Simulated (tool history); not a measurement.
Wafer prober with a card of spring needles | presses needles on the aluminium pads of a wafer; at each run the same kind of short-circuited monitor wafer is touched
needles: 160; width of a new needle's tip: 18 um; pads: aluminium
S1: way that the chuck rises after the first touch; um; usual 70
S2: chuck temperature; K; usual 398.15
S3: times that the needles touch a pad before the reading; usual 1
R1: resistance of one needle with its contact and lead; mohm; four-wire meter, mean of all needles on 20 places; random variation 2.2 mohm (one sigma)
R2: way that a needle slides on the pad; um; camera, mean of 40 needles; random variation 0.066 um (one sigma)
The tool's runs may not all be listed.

run,hour,S1,S2,S3,R1,R2
1,0,70,398.15,1,253,14.07
# hour 14.5: tips cleaned on abrasive film
# hour 29: tips cleaned on abrasive film
# hour 43.2: tips cleaned on abrasive film
2,43.2,81,398.15,1,244,16.4
# hour 58.5: tips cleaned on abrasive film
# hour 74.4: tips cleaned on abrasive film
3,74.9,81,398.15,1,245,16.14
# hour 90.2: tips cleaned on abrasive film
# hour 104.8: tips cleaned on abrasive film
4,116.5,81,398.15,1,263,16.06
# hour 119.6: tips cleaned on abrasive film
# hour 134.9: tips cleaned on abrasive film
# hour 149.7: tips cleaned on abrasive film
# hour 164.4: tips cleaned on abrasive film
5,164.4,81,398.15,1,243,16.09
# hour 177.5: tips cleaned on abrasive film
# hour 193.4: tips cleaned on abrasive film
6,195.2,81,398.15,1,246,16
# hour 207.8: tips cleaned on abrasive film
# hour 224.1: tips cleaned on abrasive film
# hour 239.5: tips cleaned on abrasive film
7,240.6,81,398.15,1,248,16.02
# hour 253.7: tips cleaned on abrasive film
# hour 268.6: tips cleaned on abrasive film
# hour 282.6: tips cleaned on abrasive film
8,284.4,81,398.15,1,249,15.99
# hour 296.1: tips cleaned on abrasive film
# hour 311.2: tips cleaned on abrasive film
9,311.2,65,398.15,1,250,12.67
# hour 324.6: tips cleaned on abrasive film
# hour 339.4: tips cleaned on abrasive film
10,352.1,62,311.15,1,276,12.01
# hour 355.4: tips cleaned on abrasive film
# hour 370.7: tips cleaned on abrasive film
11,373.2,62,311.15,1,244,11.84
# hour 384.2: tips cleaned on abrasive film
# hour 397.3: tips cleaned on abrasive film
# hour 413.5: tips cleaned on abrasive film
12,420.1,65,398.15,3,256,12.5
# hour 428: tips cleaned on abrasive film
# hour 443: tips cleaned on abrasive film
# hour 454.9: height of the first contact set anew
# hour 458.2: tips cleaned on abrasive film
13,468.2,57,300.15,1,267,11.67

Some steps in R1 between neighbouring runs. How much of each would the tool show without its hidden state too (settings, what came in, random variation), and how much is left for the hidden state, with any gauge scatter that isn't in both results?
The hidden state here: debris on the tips, nm; way that the needles fall short of the set height, um; tips' diameter, um; drift of the gauge itself on contact_mohm, %; drift of the gauge itself on scrub_um, %.
Run 9 -> 10: S1 65 -> 62, S2 398.15 -> 311.15, tips cleaned on abrasive film, tips cleaned on abrasive film. R1 +26 mohm: hidden state +49, all else -23.
Run 10 -> 11: tips cleaned on abrasive film, tips cleaned on abrasive film. R1 -32 mohm: hidden state -35, all else +3.
